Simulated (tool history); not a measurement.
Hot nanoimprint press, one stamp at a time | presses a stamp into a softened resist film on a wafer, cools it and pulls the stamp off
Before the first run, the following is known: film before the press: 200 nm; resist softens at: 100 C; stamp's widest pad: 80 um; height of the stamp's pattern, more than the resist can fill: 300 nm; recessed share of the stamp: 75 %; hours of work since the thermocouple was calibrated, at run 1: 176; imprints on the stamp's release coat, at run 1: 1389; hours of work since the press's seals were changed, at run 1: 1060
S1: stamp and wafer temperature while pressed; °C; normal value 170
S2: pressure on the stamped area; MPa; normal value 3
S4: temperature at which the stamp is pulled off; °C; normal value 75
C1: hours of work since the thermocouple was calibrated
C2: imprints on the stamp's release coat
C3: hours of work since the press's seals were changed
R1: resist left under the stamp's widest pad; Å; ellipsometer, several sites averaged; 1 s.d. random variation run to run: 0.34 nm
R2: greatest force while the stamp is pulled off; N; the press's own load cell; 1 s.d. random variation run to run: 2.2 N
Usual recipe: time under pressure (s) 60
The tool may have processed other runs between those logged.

run 1 hour=0 | S1=170 S2=3 time_under_pressure_(s)=60 S4=75 | C1=176 C2=1389 C3=1060 | R1=934 R2=99
run 2 hour=44.6 | S1=170 S2=3 time_under_pressure_(s)=60 S4=75 | C1=205 C2=1485 C3=1089 | R1=929 R2=97
run 3 hour=65.7 | S1=170 S2=3 time_under_pressure_(s)=60 S4=75 | C1=218 C2=1530 C3=1102 | R1=929 R2=95
run 4 hour=91.5 | S1=170 S2=3 time_under_pressure_(s)=60 S4=75 | C1=235 C2=1585 C3=1119 | R1=924 R2=99
run 5 hour=129.9 | S1=170 S2=3 time_under_pressure_(s)=60 S4=75 | C1=260 C2=1667 C3=1144 | R1=930 R2=94
run 6 hour=162.2 | S1=170 S2=3 time_under_pressure_(s)=60 S4=79 | C1=281 C2=1737 C3=1165 | R1=932 R2=98
run 7 hour=197.8 | S1=170 S2=3 time_under_pressure_(s)=30 S4=75 | C1=304 C2=1813 C3=1188 | R1=1173 R2=100
run 8 hour=233.1 | S1=170 S2=3 time_under_pressure_(s)=30 S4=75 | C1=327 C2=1888 C3=1211 | R1=1185 R2=99
run 9 hour=257.3 | S1=170 S2=3 time_under_pressure_(s)=30 S4=75 | C1=343 C2=1940 C3=1227 | R1=1180 R2=98
-- hour=280.5 press's hydraulic seals changed and the load cell set to zero
run 10 hour=299.3 | S1=170 S2=3 time_under_pressure_(s)=30 S4=75 | C1=365 C2=2013 C3=12 | R1=1171 R2=98
-- hour=314 stamp cleaned and given a new release coat
run 11 hour=347.6 | S1=170 S2=3 time_under_pressure_(s)=60 S4=75 | C1=392 C2=71 C3=40 | R1=920 R2=95
-- hour=377.4 plate thermocouple calibrated
run 12 hour=390.5 | S1=170 S2=3 time_under_pressure_(s)=60 S4=75 | C1=9 C2=157 C3=66 | R1=928 R2=98
run 13 hour=413 | S1=170 S2=3 time_under_pressure_(s)=60 S4=75 | C1=23 C2=205 C3=80 | R1=925 R2=98
run 14 hour=454.5 | S1=170 S2=2 time_under_pressure_(s)=60 S4=75 | C1=50 C2=294 C3=107 | R1=1099 R2=96
run 15 hour=495.1 | S1=170 S2=3 time_under_pressure_(s)=60 S4=61 | C1=76 C2=381 C3=133 | R1=920 R2=114
run 16 hour=538.7 | S1=170 S2=3 time_under_pressure_(s)=60 S4=61 | C1=105 C2=474 C3=162 | R1=919 R2=111
run 17 hour=576.3 | S1=170 S2=3 time_under_pressure_(s)=60 S4=61 | C1=129 C2=555 C3=186 | R1=922 R2=111
run 18 hour=610.4 | S1=161 S2=3 time_under_pressure_(s)=107 S4=75 | C1=151 C2=628 C3=208 | R1=1074 R2=97
run 19 hour=636.1 | S1=163 S2=3 time_under_pressure_(s)=32 S4=74 | C1=168 C2=683 C3=225 | R1=1427 R2=98
run 20 hour=675.6 | S1=159 S2=3 time_under_pressure_(s)=60 S4=75 | C1=193 C2=767 C3=251 | R1=1376 R2=95
run 21 hour=713.1 | S1=159 S2=3 time_under_pressure_(s)=60 S4=78 | C1=218 C2=847 C3=275 | R1=1372 R2=96
run 22 hour=749.9 | S1=159 S2=3 time_under_pressure_(s)=60 S4=78 | C1=242 C2=926 C3=299 | R1=1376 R2=91
run 23 hour=781.6 | S1=162 S2=2.74 time_under_pressure_(s)=60 S4=78 | C1=262 C2=994 C3=319 | R1=1278 R2=91
run 24 hour=819.8 | S1=162 S2=2.74 time_under_pressure_(s)=60 S4=78 | C1=287 C2=1076 C3=344 | R1=1277 R2=93
run 25 hour=853.4 | S1=182 S2=2.74 time_under_pressure_(s)=60 S4=80 | C1=309 C2=1148 C3=366 | R1=594 R2=93
run 26 hour=887.9 | S1=177 S2=2.74 time_under_pressure_(s)=91 S4=82 | C1=331 C2=1222 C3=388 | R1=608 R2=91
run 27 hour=932.7 | S1=177 S2=2.74 time_under_pressure_(s)=91 S4=82 | C1=360 C2=1318 C3=417 | R1=605 R2=94
run 28 hour=956 | S1=177 S2=2.74 time_under_pressure_(s)=91 S4=82 | C1=375 C2=1368 C3=432 | R1=604 R2=91
run 29 hour=984.9 | S1=177 S2=2.74 time_under_pressure_(s)=91 S4=82 | C1=394 C2=1429 C3=451 | R1=607 R2=91
-- hour=1011.3 plate thermocouple calibrated
run 30 hour=1013.9 | S1=180 S2=4.23 time_under_pressure_(s)=118 S4=82 | C1=2 C2=1485 C3=468 | R1=381 R2=87

Each row is a separate what-if for the run after 30, all from the same tool condition, not one after another. Results?
run A hour=1052.9 | S1=159 S2=4.74 time_under_pressure_(s)=118 S4=69 | C1=27 C2=1569 C3=493 | R1=? R2=?
run B hour=1052.9 | S1=180 S2=3.92 time_under_pressure_(s)=118 S4=82 | C1=27 C2=1569 C3=493 | R1=? R2=?
run C hour=1052.9 | S1=180 S2=4.23 time_under_pressure_(s)=118 S4=81 | C1=27 C2=1569 C3=493 | R1=? R2=?

run=A R1=928 R2=103
run=B R1=395 R2=87
run=C R1=386 R2=92
Take away the tool's hidden state, keep each run's random variation, and the runs would have read:
run=A R1=946 R2=102
run=B R1=403 R2=87
run=C R1=393 R2=92
